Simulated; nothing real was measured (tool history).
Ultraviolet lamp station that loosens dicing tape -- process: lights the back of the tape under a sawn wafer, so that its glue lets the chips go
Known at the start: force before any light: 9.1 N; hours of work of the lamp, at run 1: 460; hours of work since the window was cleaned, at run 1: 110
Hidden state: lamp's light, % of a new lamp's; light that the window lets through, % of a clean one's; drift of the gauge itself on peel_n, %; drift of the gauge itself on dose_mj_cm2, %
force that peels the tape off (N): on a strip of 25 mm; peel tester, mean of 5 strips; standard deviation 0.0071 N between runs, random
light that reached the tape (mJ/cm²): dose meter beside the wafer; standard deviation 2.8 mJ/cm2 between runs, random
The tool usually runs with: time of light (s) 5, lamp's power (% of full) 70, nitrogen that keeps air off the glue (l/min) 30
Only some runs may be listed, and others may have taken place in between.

run    hour  time of light (s)  lamp's power (% of full)  nitrogen that keeps air off the glue (l/min)  hours of work of the lamp  hours of work since the window was cleaned  force that peels the tape off (N)  light that reached the tape (mJ/cm²)
  1       0                  5                        70                                            30                        460                                         110                              0.461                                   299
  2    49.1                  5                        70                                            30                        488                                         138                              0.476                                   296
  3    95.5                  5                        70                                            30                        514                                         164                              0.515                                   288
  4   142.8                  5                        70                                            30                        541                                         191                              0.542                                   279
  5   178.1                  5                        70                                            30                        561                                         211                              0.559                                   282
  6   202.5                  5                        70                                            30                        574                                         225                              0.583                                   274
  7   222.7                  5                        70                                            30                        586                                         236                               0.59                                   273
  8   259.8                  5                        70                                            21                        607                                         257                               0.76                                   267
  9   307.8                  5                        70                                            21                        634                                         284                               0.79                                   258
 10     343                  5                        70                                            21                        654                                         304                              0.788                                   255
 11   386.6                  5                        70                                            21                        679                                         329                              0.847                                   253
 12   427.9                  5                        70                                            30                        702                                         352                              0.721                                   249
 13   466.3                  5                        70                                            30                        724                                         374                              0.798                                   239
 14   493.6                  4                        70                                            30                        739                                         389                              1.288                                   192
 15   517.5                  4                        70                                            30                        753                                         403                              1.272                                   186
      549.3  -- lamp changed
 16     554                  4                        70                                            30                          3                                         423                              0.544                                   273
 17   580.8                  4                        70                                            30                         18                                         438                              0.562                                   277
 18   614.4                  4                        70                                            30                         37                                         457                              0.598                                   272
 19   659.3                  4                        70                                            30                         62                                         482                              0.637                                   264
 20   693.3                  4                        70                                            23                         81                                         502                               0.74                                   258
 21   739.9                  4                        70                                            23                        108                                         528                              0.773                                   256
 22   787.1                  4                        70                                            23                        135                                         555                               0.82                                   251
      791.7  -- window cleaned of glue's vapour
 23   836.8                  5                        66                                            30                        162                                          26                              0.354                                   338
 24   857.9                  9                        75                                            25                        174                                          37                              0.128                                   688
 25     891                  9                        75                                            25                        193                                          56                              0.124                                   689
 26   938.2                  3                        66                                            15                        220                                          83                              1.595                                   197
 27   986.2                  4                        66                                            36                        247                                         110                              0.643                                   257
 28  1027.6                  8                        66                                            36                        270                                         133                              0.159                                   499
 29  1070.9                  8                        66                                            36                        295                                         158                              0.165                                   494
 30  1104.9                  8                        66                                            36                        314                                         177                              0.154                                   486
 31  1126.8                  8                        66                                            56                        326                                         190                              0.157                                   477
 32  1158.8                  6                        77                                            25                        344                                         208                               0.25                                   414
 33  1180.5                 10                        87                                            19                        357                                         220                              0.123                                   779
 34  1230.2                 10                        87                                            19                        385                                         248                              0.132                                   761
 35  1268.7                 10                        87                                            19                        407                                         270                              0.131                                   745
 36  1316.9                 10                        87                                            19                        434                                         297                              0.135                                   731
 37  1359.9                  6                        61                                            12                        458                                         321                              0.792                                   298
 38  1387.2                  7                        70                                            30                        474                                         337                              0.242                                   398
 39  1422.4                  5                        70                                            31                        494                                         357                              0.524                                   279
 40  1449.3                  4                        76                                            30                        509                                         372                              0.769                                   240
 41    1493                  5                        76                                            30                        534                                         397                              0.518                                   293
 42  1541.2                  7                        64                                            44                        561                                         424                              0.283                                   341
 43  1561.5                  7                        85                                            44                        572                                         435                               0.17                                   447
 44  1595.4                  5                        84                                            13                        591                                         455                              0.697                                   309

Table of differences, measured result less the result of that run with no hidden state. Run-to-run variation is the same in both. Gauge scatter possibly is not:
run  force that peels the tape off (N)  light that reached the tape (mJ/cm²)
  1                             +0.213                                   -91
  2                             +0.236                                   -98
  3                             +0.265                                  -102
  4                             +0.293                                  -110
  5                             +0.313                                  -115
  6                             +0.331                                  -118
  7                              +0.34                                  -122
  8                              +0.45                                  -126
  9                             +0.492                                  -131
 10                             +0.499                                  -137
 11                              +0.55                                  -143
 12                             +0.486                                  -149
 13                             +0.541                                  -152
 14                             +0.867                                  -126
 15                             +0.866                                  -127
 16                             +0.139                                   -36
 17                             +0.154                                   -40
 18                             +0.176                                   -43
 19                              +0.21                                   -48
 20                             +0.255                                   -52
 21                             +0.291                                   -57
 22                             +0.332                                   -63
 23                             +0.062                                   -29
 24                             +0.003                                   -67
 25                             +0.004                                   -78
 26                             +0.315                                   -26
 27                             +0.189                                   -40
 28                              +0.02                                   -90
 29                             +0.023                                   -99
 30                             +0.027                                  -107
 31                              +0.02                                  -109
 32                             +0.078                                  -103
 33                             +0.003                                  -201
 34                             +0.004                                  -217
 35                             +0.005                                  -231
 36                             +0.006                                  -248
 37                             +0.409                                  -110
 38                             +0.096                                  -151
 39                             +0.287                                  -113
 40                             +0.431                                  -101
 41                             +0.293                                  -134
 42                             +0.144                                  -166
 43                             +0.048                                  -224
 44                             +0.439                                  -162
